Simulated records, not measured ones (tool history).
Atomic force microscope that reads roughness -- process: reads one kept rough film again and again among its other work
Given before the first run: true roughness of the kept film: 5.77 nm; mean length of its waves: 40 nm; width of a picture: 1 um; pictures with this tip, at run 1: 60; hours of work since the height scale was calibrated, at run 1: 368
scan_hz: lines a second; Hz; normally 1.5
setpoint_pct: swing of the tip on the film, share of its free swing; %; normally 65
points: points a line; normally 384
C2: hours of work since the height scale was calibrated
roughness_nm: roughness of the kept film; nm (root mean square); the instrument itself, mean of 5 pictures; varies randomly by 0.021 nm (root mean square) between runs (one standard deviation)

run 1 hour=0 | scan_hz=1.5 setpoint_pct=65 points=384 | pictures_with_this_tip=60 C2=368 | roughness_nm=5.296
run 2 hour=38.5 | scan_hz=1.5 setpoint_pct=65 points=384 | pictures_with_this_tip=113 C2=393 | roughness_nm=5.24
run 3 hour=96 | scan_hz=1.5 setpoint_pct=65 points=384 | pictures_with_this_tip=193 C2=432 | roughness_nm=5.242
run 4 hour=150.6 | scan_hz=1.5 setpoint_pct=65 points=384 | pictures_with_this_tip=268 C2=469 | roughness_nm=5.236
-- hour=166.3 new tip fitted
run 5 hour=211.1 | scan_hz=1.5 setpoint_pct=65 points=384 | pictures_with_this_tip=63 C2=509 | roughness_nm=5.302
run 6 hour=274.9 | scan_hz=1.5 setpoint_pct=65 points=384 | pictures_with_this_tip=151 C2=552 | roughness_nm=5.249
run 7 hour=318.9 | scan_hz=1.5 setpoint_pct=65 points=384 | pictures_with_this_tip=212 C2=582 | roughness_nm=5.276
run 8 hour=354.2 | scan_hz=1.5 setpoint_pct=65 points=384 | pictures_with_this_tip=261 C2=606 | roughness_nm=5.256
-- hour=372.3 new tip fitted
run 9 hour=393 | scan_hz=1.38 setpoint_pct=65 points=384 | pictures_with_this_tip=29 C2=632 | roughness_nm=5.284
run 10 hour=452.7 | scan_hz=1.38 setpoint_pct=65 points=384 | pictures_with_this_tip=112 C2=672 | roughness_nm=5.234
run 11 hour=481.1 | scan_hz=1.5 setpoint_pct=65 points=961 | pictures_with_this_tip=151 C2=691 | roughness_nm=5.259
run 12 hour=514.9 | scan_hz=1.5 setpoint_pct=65 points=961 | pictures_with_this_tip=198 C2=714 | roughness_nm=5.275
run 13 hour=560.5 | scan_hz=1.5 setpoint_pct=89 points=295 | pictures_with_this_tip=261 C2=744 | roughness_nm=5.008
-- hour=582.2 new tip fitted
run 14 hour=626.4 | scan_hz=2.95 setpoint_pct=82 points=295 | pictures_with_this_tip=61 C2=788 | roughness_nm=4.872
run 15 hour=681.6 | scan_hz=2.44 setpoint_pct=65 points=384 | pictures_with_this_tip=137 C2=826 | roughness_nm=5.201

Run 16, settings as shown, results not yet in. Your forecast:
run 16 hour=734.4 | scan_hz=2.44 setpoint_pct=70 points=630 | pictures_with_this_tip=211 C2=861 | roughness_nm=?

{"run 16": {"roughness_nm": 5.107}}
On a tool with no hidden condition, and with the same random variation, this run would have come out at roughness_nm 5.114 nm (root mean square).
